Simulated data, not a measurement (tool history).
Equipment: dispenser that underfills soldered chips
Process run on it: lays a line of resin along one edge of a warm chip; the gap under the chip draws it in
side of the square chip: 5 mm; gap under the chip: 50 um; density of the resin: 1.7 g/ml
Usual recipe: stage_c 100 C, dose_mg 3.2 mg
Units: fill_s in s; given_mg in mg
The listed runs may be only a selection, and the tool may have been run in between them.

run	hour	stage_c	dose_mg	fill_s	given_mg
1	0	100	3.2	10.1	3.07
2	4.7	100	3.2	14	3.08
# hour 7.3: new syringe of resin
3	11.2	100	3.2	11	3.07
4	15.7	100	3.2	15.6	3.06
# hour 17: new syringe of resin
5	19.4	100	3.2	9.8	3.07
6	23.5	100	3.84	13.3	3.66
# hour 26.7: new syringe of resin
7	30.1	87	3.84	18.3	3.64
8	35	88	3.2	24	3.02
# hour 36.1: new syringe of resin
9	39.1	107	3.2	8.5	2.99
10	44.9	101	3.2	14.6	3.01
# hour 45.6: new syringe of resin
11	51.5	100	3.2	12.7	3.02
# hour 54.9: new syringe of resin
12	55.9	100	3.85	9.3	3.61
13	59.7	100	3.85	11.5	3.57
# hour 61.1: dispensing valve cleaned and set on the balance
# hour 65.3: new syringe of resin
14	66.8	100	3.2	9.7	3.13
15	69.6	100	3.2	11.5	3.16
16	73.8	100	3.44	16.3	3.41
# hour 74.7: new syringe of resin
17	77.9	100	3.44	10.5	3.4
18	81.2	87	3.2	22.8	3.16
# hour 83.9: new syringe of resin
19	87	98	3.2	11.7	3.14
20	90.7	98	3.2	14.8	3.17
# hour 93.2: new syringe of resin
21	95	103	2.82	8.7	2.73
22	98.1	106	3.23	9.8	3.11
# hour 102.5: new syringe of resin
23	104.3	109	3.51	7.3	3.42
24	109.6	109	4	10.6	3.88
# hour 111.8: new syringe of resin
25	115.1	88	3.03	17.2	2.99
26	120.4	111	3.03	10	2.93
# hour 121.2: new syringe of resin
27	126.6	111	3.03	8.3	2.92
# hour 130.5: new syringe of resin
28	131.3	88	2.82	15.4	2.68
29	134.9	114	3.1	7.4	2.95
30	139.2	114	3.1	9.8	2.96
# hour 139.9: new syringe of resin
31	142.2	100	3.92	9.7	3.74
32	146.6	100	3.92	13.3	3.71
# hour 149.2: new syringe of resin
33	150.6	100	3.92	9.2	3.72
34	154.8	100	3.2	12.7	3.04
35	157.6	114	3.36	8.8	3.2

Below are 4 alternative next runs, each starting from the tool's condition after run 35. Predict each:
# hour 158.8: new syringe of resin
A	161.2	95	3.2	?	?
# hour 158.8: new syringe of resin
B	161.2	110	3.61	?	?
# hour 158.8: new syringe of resin
C	161.2	114	3.54	?	?
# hour 158.8: new syringe of resin
D	161.2	101	3.56	?	?

run	fill_s	given_mg
A	12.2	3
B	7.2	3.41
C	6.5	3.34
D	9.5	3.33
Without the tool's hidden state the same runs would have given:
run	fill_s	given_mg
A	9.5	3.18
B	5.8	3.61
C	5.2	3.53
D	7.4	3.53
